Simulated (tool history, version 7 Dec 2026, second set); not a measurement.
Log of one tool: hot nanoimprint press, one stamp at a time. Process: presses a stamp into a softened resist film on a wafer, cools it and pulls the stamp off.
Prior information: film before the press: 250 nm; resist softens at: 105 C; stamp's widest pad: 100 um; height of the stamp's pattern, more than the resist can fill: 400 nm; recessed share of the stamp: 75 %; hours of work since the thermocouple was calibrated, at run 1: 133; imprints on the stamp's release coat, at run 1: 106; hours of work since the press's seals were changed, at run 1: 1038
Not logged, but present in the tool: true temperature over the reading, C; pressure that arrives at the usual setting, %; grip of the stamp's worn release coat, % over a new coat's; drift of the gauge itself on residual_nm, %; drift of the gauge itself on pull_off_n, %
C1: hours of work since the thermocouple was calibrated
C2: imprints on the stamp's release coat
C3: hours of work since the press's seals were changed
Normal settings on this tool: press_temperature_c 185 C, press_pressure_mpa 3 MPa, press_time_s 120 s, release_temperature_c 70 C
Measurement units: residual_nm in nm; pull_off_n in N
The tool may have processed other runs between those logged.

run 1 hour=0 | press_temperature_c=185 press_pressure_mpa=3 press_time_s=120 release_temperature_c=70 | C1=133 C2=106 C3=1038 | residual_nm=148.8 pull_off_n=187
run 2 hour=37.5 | press_temperature_c=185 press_pressure_mpa=3 press_time_s=120 release_temperature_c=70 | C1=157 C2=198 C3=1062 | residual_nm=148.9 pull_off_n=195
run 3 hour=87.2 | press_temperature_c=185 press_pressure_mpa=3 press_time_s=120 release_temperature_c=70 | C1=189 C2=321 C3=1094 | residual_nm=148.9 pull_off_n=206
run 4 hour=129.6 | press_temperature_c=185 press_pressure_mpa=3 press_time_s=120 release_temperature_c=70 | C1=216 C2=426 C3=1121 | residual_nm=148.8 pull_off_n=214
-- hour=185.7 stamp cleaned and given a new release coat
run 5 hour=200.9 | press_temperature_c=185 press_pressure_mpa=3 press_time_s=120 release_temperature_c=70 | C1=258 C2=37 C3=1163 | residual_nm=148.9 pull_off_n=184
run 6 hour=254 | press_temperature_c=185 press_pressure_mpa=3 press_time_s=120 release_temperature_c=70 | C1=292 C2=169 C3=1197 | residual_nm=149.1 pull_off_n=190
-- hour=312.9 press's hydraulic seals changed and the load cell set to zero
run 7 hour=339.5 | press_temperature_c=185 press_pressure_mpa=3 press_time_s=120 release_temperature_c=70 | C1=341 C2=360 C3=17 | residual_nm=142.8 pull_off_n=207
run 8 hour=372.6 | press_temperature_c=185 press_pressure_mpa=3 press_time_s=120 release_temperature_c=70 | C1=363 C2=442 C3=38 | residual_nm=142.9 pull_off_n=215
-- hour=418 stamp cleaned and given a new release coat
run 9 hour=431.5 | press_temperature_c=185 press_pressure_mpa=3 press_time_s=120 release_temperature_c=70 | C1=396 C2=33 C3=72 | residual_nm=142.9 pull_off_n=185
-- hour=457.2 plate thermocouple calibrated
run 10 hour=506.6 | press_temperature_c=185 press_pressure_mpa=3 press_time_s=120 release_temperature_c=70 | C1=32 C2=212 C3=118 | residual_nm=145.7 pull_off_n=196
run 11 hour=564.9 | press_temperature_c=185 press_pressure_mpa=3 press_time_s=120 release_temperature_c=70 | C1=69 C2=356 C3=156 | residual_nm=145.9 pull_off_n=207
run 12 hour=605.2 | press_temperature_c=185 press_pressure_mpa=4.59 press_time_s=120 release_temperature_c=70 | C1=95 C2=455 C3=182 | residual_nm=123.1 pull_off_n=214
-- hour=648.1 stamp cleaned and given a new release coat
run 13 hour=666.3 | press_temperature_c=185 press_pressure_mpa=4.59 press_time_s=120 release_temperature_c=70 | C1=130 C2=45 C3=217 | residual_nm=122.8 pull_off_n=186
run 14 hour=709.1 | press_temperature_c=185 press_pressure_mpa=3 press_time_s=120 release_temperature_c=70 | C1=158 C2=151 C3=244 | residual_nm=145.8 pull_off_n=189
run 15 hour=762.1 | press_temperature_c=185 press_pressure_mpa=3 press_time_s=120 release_temperature_c=70 | C1=192 C2=282 C3=278 | residual_nm=145.6 pull_off_n=201
run 16 hour=809.2 | press_temperature_c=185 press_pressure_mpa=3 press_time_s=120 release_temperature_c=70 | C1=222 C2=398 C3=309 | residual_nm=145.9 pull_off_n=208
-- hour=873.8 stamp cleaned and given a new release coat
run 17 hour=878.8 | press_temperature_c=185 press_pressure_mpa=2.31 press_time_s=111 release_temperature_c=65 | C1=263 C2=12 C3=349 | residual_nm=163.1 pull_off_n=201
run 18 hour=924.8 | press_temperature_c=185 press_pressure_mpa=2.31 press_time_s=116 release_temperature_c=71 | C1=292 C2=126 C3=379 | residual_nm=161.3 pull_off_n=191
run 19 hour=960.9 | press_temperature_c=185 press_pressure_mpa=2.31 press_time_s=116 release_temperature_c=71 | C1=315 C2=215 C3=402 | residual_nm=161.4 pull_off_n=194
run 20 hour=1010.9 | press_temperature_c=185 press_pressure_mpa=3 press_time_s=120 release_temperature_c=70 | C1=347 C2=339 C3=434 | residual_nm=145.5 pull_off_n=203
run 21 hour=1062 | press_temperature_c=185 press_pressure_mpa=3 press_time_s=120 release_temperature_c=70 | C1=380 C2=465 C3=467 | residual_nm=146.2 pull_off_n=211
-- hour=1097.9 stamp cleaned and given a new release coat
-- hour=1117.4 plate thermocouple calibrated
run 22 hour=1128.7 | press_temperature_c=185 press_pressure_mpa=2.81 press_time_s=176 release_temperature_c=70 | C1=7 C2=68 C3=504 | residual_nm=133.5 pull_off_n=194
run 23 hour=1203.9 | press_temperature_c=182 press_pressure_mpa=2.81 press_time_s=176 release_temperature_c=70 | C1=55 C2=254 C3=552 | residual_nm=142.7 pull_off_n=197
run 24 hour=1235.8 | press_temperature_c=182 press_pressure_mpa=2.81 press_time_s=176 release_temperature_c=70 | C1=76 C2=333 C3=573 | residual_nm=142.2 pull_off_n=207
run 25 hour=1291.5 | press_temperature_c=182 press_pressure_mpa=2.24 press_time_s=136 release_temperature_c=61 | C1=112 C2=470 C3=608 | residual_nm=165.8 pull_off_n=243
-- hour=1327.4 stamp cleaned and given a new release coat
run 26 hour=1372.5 | press_temperature_c=185 press_pressure_mpa=3 press_time_s=204 release_temperature_c=60 | C1=160 C2=112 C3=656 | residual_nm=122.9 pull_off_n=218
run 27 hour=1435.7 | press_temperature_c=185 press_pressure_mpa=2.13 press_time_s=238 release_temperature_c=70 | C1=200 C2=268 C3=697 | residual_nm=133.8 pull_off_n=202
run 28 hour=1486.1 | press_temperature_c=185 press_pressure_mpa=2.13 press_time_s=238 release_temperature_c=70 | C1=233 C2=392 C3=729 | residual_nm=133.9 pull_off_n=207

5 ways to go on from here, each from the tool as it stands after run 28. What would each give?
-- hour=1554.3 stamp cleaned and given a new release coat
run A hour=1564.6 | press_temperature_c=185 press_pressure_mpa=2.13 press_time_s=87 release_temperature_c=73 | C1=279 C2=25 C3=776 | residual_nm=? pull_off_n=?
-- hour=1554.3 stamp cleaned and given a new release coat
run B hour=1564.6 | press_temperature_c=185 press_pressure_mpa=2.13 press_time_s=109 release_temperature_c=78 | C1=279 C2=25 C3=776 | residual_nm=? pull_off_n=?
-- hour=1554.3 stamp cleaned and given a new release coat
run C hour=1564.6 | press_temperature_c=186 press_pressure_mpa=4.33 press_time_s=238 release_temperature_c=71 | C1=279 C2=25 C3=776 | residual_nm=? pull_off_n=?
-- hour=1554.3 stamp cleaned and given a new release coat
run D hour=1564.6 | press_temperature_c=181 press_pressure_mpa=4.37 press_time_s=238 release_temperature_c=64 | C1=279 C2=25 C3=776 | residual_nm=? pull_off_n=?
-- hour=1554.3 stamp cleaned and given a new release coat
run E hour=1564.6 | press_temperature_c=179 press_pressure_mpa=4.07 press_time_s=83 release_temperature_c=70 | C1=279 C2=25 C3=776 | residual_nm=? pull_off_n=?

run=A residual_nm=178.9 pull_off_n=178
run=B residual_nm=169.4 pull_off_n=163
run=C residual_nm=97.5 pull_off_n=178
run=D residual_nm=109.8 pull_off_n=202
run=E residual_nm=166.8 pull_off_n=185
The same runs, with their run-to-run variation unchanged, on a tool lacking any hidden condition would have given:
run=A residual_nm=177.7 pull_off_n=177
run=B residual_nm=168.1 pull_off_n=163
run=C residual_nm=93.9 pull_off_n=177
run=D residual_nm=105.9 pull_off_n=201
run=E residual_nm=163.1 pull_off_n=185
